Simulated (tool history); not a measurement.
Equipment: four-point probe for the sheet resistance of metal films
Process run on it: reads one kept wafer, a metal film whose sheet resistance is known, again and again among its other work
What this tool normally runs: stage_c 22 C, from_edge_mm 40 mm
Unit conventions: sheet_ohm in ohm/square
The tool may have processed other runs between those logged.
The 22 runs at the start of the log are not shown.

run	hour	stage_c	from_edge_mm	sheet_ohm
23	857.6	22	11	0.149248
# hour 886.0: stage's thermometer calibrated, once more
24	888.7	22	11	0.149371
25	922.0	22	12	0.149333
26	974.2	22	67	0.149071
27	1015.7	26	16	0.148839
28	1050.5	33	4	0.150096
29	1091.0	32	4	0.150174
30	1130.0	32	4	0.150131
31	1176.4	32	4	0.150109

What will run 32 give?
32	1217.7	22	10	?

sheet_ohm: 0.149217 ohm/square
With no hidden state in the tool, this same run would have given sheet_ohm 0.150583 ohm/square.
